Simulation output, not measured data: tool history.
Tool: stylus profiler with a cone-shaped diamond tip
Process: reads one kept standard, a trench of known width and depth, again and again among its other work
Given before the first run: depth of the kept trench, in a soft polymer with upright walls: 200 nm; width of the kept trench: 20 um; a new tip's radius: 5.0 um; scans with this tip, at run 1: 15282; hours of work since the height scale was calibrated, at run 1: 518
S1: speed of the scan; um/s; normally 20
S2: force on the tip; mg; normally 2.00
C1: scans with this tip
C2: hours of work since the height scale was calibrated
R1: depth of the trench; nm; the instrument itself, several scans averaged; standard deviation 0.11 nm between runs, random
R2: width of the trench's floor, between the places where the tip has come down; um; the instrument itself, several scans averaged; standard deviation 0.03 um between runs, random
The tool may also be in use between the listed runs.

| run | hour | S1 | S2 | C1 | C2 | R1 | R2 |
|---|---|---|---|---|---|---|---|
| 1 | 0.0 | 20 | 2.00 | 15282 | 518 | 202.69 | 17.10 |
| 2 | 84.5 | 20 | 2.30 | 15601 | 578 | 202.75 | 17.11 |
| 3 | 147.7 | 22 | 2.00 | 15840 | 622 | 202.56 | 17.15 |
|  | 180.3 | new tip fitted, height scale calibrated |
| 4 | 252.3 | 22 | 2.00 | 271 | 51 | 202.55 | 17.12 |
| 5 | 328.1 | 22 | 2.00 | 558 | 104 | 202.50 | 17.15 |
| 6 | 389.8 | 61 | 2.00 | 791 | 148 | 202.59 | 17.00 |
| 7 | 470.0 | 61 | 2.00 | 1094 | 204 | 202.62 | 16.99 |
| 8 | 557.2 | 61 | 2.00 | 1423 | 266 | 202.67 | 16.96 |
| 9 | 636.6 | 61 | 2.00 | 1723 | 321 | 202.66 | 17.04 |
| 10 | 731.1 | 61 | 2.00 | 2080 | 388 | 202.52 | 17.04 |
| 11 | 798.3 | 28 | 2.00 | 2334 | 435 | 202.65 | 17.07 |
| 12 | 847.7 | 20 | 1.88 | 2520 | 470 | 202.55 | 17.12 |
| 13 | 893.4 | 20 | 2.00 | 2693 | 502 | 202.65 | 17.11 |
| 14 | 977.9 | 20 | 2.00 | 3012 | 562 | 202.53 | 17.12 |
| 15 | 1033.2 | 20 | 2.00 | 3221 | 601 | 202.48 | 17.18 |
| 16 | 1096.6 | 20 | 4.55 | 3460 | 646 | 204.42 | 17.11 |
| 17 | 1173.6 | 20 | 4.55 | 3751 | 700 | 204.23 | 17.15 |
| 18 | 1272.6 | 20 | 2.00 | 4125 | 770 | 202.56 | 17.16 |
| 19 | 1338.5 | 20 | 2.00 | 4374 | 816 | 202.40 | 17.13 |
| 20 | 1405.5 | 20 | 2.00 | 4627 | 863 | 202.63 | 17.10 |
| 21 | 1458.7 | 6 | 1.40 | 4828 | 901 | 202.11 | 17.16 |
| 22 | 1510.0 | 5 | 3.43 | 5022 | 937 | 203.85 | 17.18 |
| 23 | 1611.4 | 8 | 2.25 | 5405 | 1008 | 202.84 | 17.15 |
| 24 | 1701.4 | 18 | 5.93 | 5745 | 1072 | 205.58 | 17.20 |
| 25 | 1759.7 | 16 | 0.74 | 5965 | 1113 | 201.34 | 17.14 |
| 26 | 1851.3 | 40 | 3.17 | 6311 | 1177 | 203.58 | 17.02 |
| 27 | 1944.1 | 8 | 0.85 | 6661 | 1243 | 201.54 | 17.12 |
| 28 | 2000.2 | 8 | 5.35 | 6873 | 1282 | 205.14 | 17.17 |
| 29 | 2049.8 | 46 | 1.60 | 7061 | 1317 | 202.10 | 17.03 |
| 30 | 2116.2 | 13 | 0.74 | 7311 | 1364 | 201.41 | 17.11 |
| 31 | 2178.1 | 13 | 0.74 | 7545 | 1407 | 201.39 | 17.16 |
| 32 | 2232.2 | 31 | 3.16 | 7750 | 1446 | 203.67 | 17.07 |
| 33 | 2298.8 | 14 | 2.29 | 8001 | 1493 | 202.65 | 17.16 |
| 34 | 2380.5 | 18 | 1.06 | 8310 | 1550 | 201.65 | 17.10 |
| 35 | 2459.9 | 26 | 5.53 | 8609 | 1606 | 205.28 | 17.13 |
| 36 | 2541.5 | 67 | 2.88 | 8918 | 1664 | 203.20 | 17.04 |
| 37 | 2636.1 | 67 | 2.88 | 9275 | 1730 | 203.23 | 17.06 |
| 38 | 2714.0 | 67 | 2.88 | 9569 | 1785 | 203.36 | 16.98 |
| 39 | 2804.4 | 24 | 3.05 | 9911 | 1849 | 203.45 | 17.12 |

Across each entry between runs, compare the hidden state at the last listed run before it with the hidden state at the first listed run after it:
Run 3 -> run 4: new tip fitted, height scale calibrated (hour 180.3)
  radius of the tip, um: 5.07 -> 5; height scale over the true one, %: -0.002 -> 0

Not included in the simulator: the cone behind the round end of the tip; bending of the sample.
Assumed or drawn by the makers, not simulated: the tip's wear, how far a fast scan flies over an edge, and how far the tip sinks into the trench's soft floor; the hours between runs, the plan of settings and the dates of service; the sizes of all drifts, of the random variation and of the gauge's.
